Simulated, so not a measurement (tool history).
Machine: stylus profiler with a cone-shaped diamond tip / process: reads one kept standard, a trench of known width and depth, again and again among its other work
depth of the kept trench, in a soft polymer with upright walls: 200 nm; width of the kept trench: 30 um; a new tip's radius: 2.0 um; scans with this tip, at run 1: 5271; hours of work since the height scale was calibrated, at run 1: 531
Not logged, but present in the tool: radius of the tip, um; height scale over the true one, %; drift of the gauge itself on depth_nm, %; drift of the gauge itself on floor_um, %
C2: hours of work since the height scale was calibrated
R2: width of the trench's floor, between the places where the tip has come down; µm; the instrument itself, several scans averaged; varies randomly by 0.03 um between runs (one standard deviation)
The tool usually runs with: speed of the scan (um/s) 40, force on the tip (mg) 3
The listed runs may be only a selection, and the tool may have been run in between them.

run 1 hour=0 | speed_of_the_scan_(um/s)=40 force_on_the_tip_(mg)=3 | scans_with_this_tip=5271 C2=531 | depth_of_the_trench_(nm)=202.85 R2=28
run 2 hour=12.3 | speed_of_the_scan_(um/s)=16 force_on_the_tip_(mg)=3 | scans_with_this_tip=5342 C2=539 | depth_of_the_trench_(nm)=203.06 R2=28.13
run 3 hour=30.1 | speed_of_the_scan_(um/s)=40 force_on_the_tip_(mg)=3 | scans_with_this_tip=5445 C2=549 | depth_of_the_trench_(nm)=202.94 R2=28.02
run 4 hour=53.1 | speed_of_the_scan_(um/s)=40 force_on_the_tip_(mg)=3 | scans_with_this_tip=5579 C2=562 | depth_of_the_trench_(nm)=202.96 R2=27.98
run 5 hour=68.1 | speed_of_the_scan_(um/s)=40 force_on_the_tip_(mg)=3 | scans_with_this_tip=5666 C2=571 | depth_of_the_trench_(nm)=203.02 R2=27.98
run 6 hour=83.8 | speed_of_the_scan_(um/s)=40 force_on_the_tip_(mg)=1.52 | scans_with_this_tip=5757 C2=580 | depth_of_the_trench_(nm)=201.86 R2=27.89
run 7 hour=98.3 | speed_of_the_scan_(um/s)=40 force_on_the_tip_(mg)=6.81 | scans_with_this_tip=5841 C2=589 | depth_of_the_trench_(nm)=205.13 R2=28.08
run 8 hour=119.1 | speed_of_the_scan_(um/s)=41 force_on_the_tip_(mg)=6.81 | scans_with_this_tip=5962 C2=601 | depth_of_the_trench_(nm)=205.11 R2=28.1
run 9 hour=130.7 | speed_of_the_scan_(um/s)=41 force_on_the_tip_(mg)=6.81 | scans_with_this_tip=6030 C2=608 | depth_of_the_trench_(nm)=205.2 R2=28.03
run 10 hour=145.8 | speed_of_the_scan_(um/s)=118 force_on_the_tip_(mg)=3 | scans_with_this_tip=6117 C2=617 | depth_of_the_trench_(nm)=202.98 R2=27.57
run 11 hour=172.3 | speed_of_the_scan_(um/s)=40 force_on_the_tip_(mg)=3 | scans_with_this_tip=6270 C2=632 | depth_of_the_trench_(nm)=203.06 R2=28.01
run 12 hour=190.5 | speed_of_the_scan_(um/s)=40 force_on_the_tip_(mg)=3 | scans_with_this_tip=6376 C2=643 | depth_of_the_trench_(nm)=203.16 R2=28.02
run 13 hour=204.2 | speed_of_the_scan_(um/s)=40 force_on_the_tip_(mg)=3 | scans_with_this_tip=6456 C2=651 | depth_of_the_trench_(nm)=202.89 R2=28
run 14 hour=221.5 | speed_of_the_scan_(um/s)=112 force_on_the_tip_(mg)=6.01 | scans_with_this_tip=6556 C2=661 | depth_of_the_trench_(nm)=204.86 R2=27.74
run 15 hour=235.2 | speed_of_the_scan_(um/s)=38 force_on_the_tip_(mg)=1.18 | scans_with_this_tip=6636 C2=669 | depth_of_the_trench_(nm)=201.61 R2=27.91
run 16 hour=261.9 | speed_of_the_scan_(um/s)=88 force_on_the_tip_(mg)=3.58 | scans_with_this_tip=6791 C2=685 | depth_of_the_trench_(nm)=203.44 R2=27.77
run 17 hour=276.3 | speed_of_the_scan_(um/s)=88 force_on_the_tip_(mg)=3.58 | scans_with_this_tip=6874 C2=693 | depth_of_the_trench_(nm)=203.39 R2=27.77
run 18 hour=287.9 | speed_of_the_scan_(um/s)=21 force_on_the_tip_(mg)=3.58 | scans_with_this_tip=6942 C2=700 | depth_of_the_trench_(nm)=203.38 R2=28.09
run 19 hour=312.4 | speed_of_the_scan_(um/s)=52 force_on_the_tip_(mg)=1.71 | scans_with_this_tip=7084 C2=714 | depth_of_the_trench_(nm)=202.15 R2=27.83
run 20 hour=333.7 | speed_of_the_scan_(um/s)=10 force_on_the_tip_(mg)=7.85 | scans_with_this_tip=7208 C2=727 | depth_of_the_trench_(nm)=205.7 R2=28.23
run 21 hour=359.7 | speed_of_the_scan_(um/s)=60 force_on_the_tip_(mg)=8.27 | scans_with_this_tip=7359 C2=742 | depth_of_the_trench_(nm)=205.91 R2=28.07
run 22 hour=382.7 | speed_of_the_scan_(um/s)=40 force_on_the_tip_(mg)=1.69 | scans_with_this_tip=7492 C2=755 | depth_of_the_trench_(nm)=201.99 R2=27.87
run 23 hour=408.5 | speed_of_the_scan_(um/s)=40 force_on_the_tip_(mg)=1.69 | scans_with_this_tip=7641 C2=770 | depth_of_the_trench_(nm)=202.1 R2=27.95
run 24 hour=428.2 | speed_of_the_scan_(um/s)=40 force_on_the_tip_(mg)=1.69 | scans_with_this_tip=7756 C2=782 | depth_of_the_trench_(nm)=202.07 R2=27.92
run 25 hour=449 | speed_of_the_scan_(um/s)=13 force_on_the_tip_(mg)=4.2 | scans_with_this_tip=7876 C2=794 | depth_of_the_trench_(nm)=203.68 R2=28.16
run 26 hour=466.4 | speed_of_the_scan_(um/s)=19 force_on_the_tip_(mg)=2.23 | scans_with_this_tip=7978 C2=804 | depth_of_the_trench_(nm)=202.32 R2=28.07

3 options for the next run, each taken on its own from the tool as it stands now. Forecast them:
run A hour=480.2 | speed_of_the_scan_(um/s)=139 force_on_the_tip_(mg)=7.88 | scans_with_this_tip=8058 C2=812 | depth_of_the_trench_(nm)=? R2=?
run B hour=480.2 | speed_of_the_scan_(um/s)=40 force_on_the_tip_(mg)=7.51 | scans_with_this_tip=8058 C2=812 | depth_of_the_trench_(nm)=? R2=?
run C hour=480.2 | speed_of_the_scan_(um/s)=36 force_on_the_tip_(mg)=1.02 | scans_with_this_tip=8058 C2=812 | depth_of_the_trench_(nm)=? R2=?

run=A depth_of_the_trench_(nm)=205.6 R2=27.72
run=B depth_of_the_trench_(nm)=205.51 R2=28.07
run=C depth_of_the_trench_(nm)=201.39 R2=27.87
Without the tool's unlogged condition, the same runs would have read:
run=A depth_of_the_trench_(nm)=205.58 R2=27.74
run=B depth_of_the_trench_(nm)=205.5 R2=28.09
run=C depth_of_the_trench_(nm)=201.38 R2=27.88
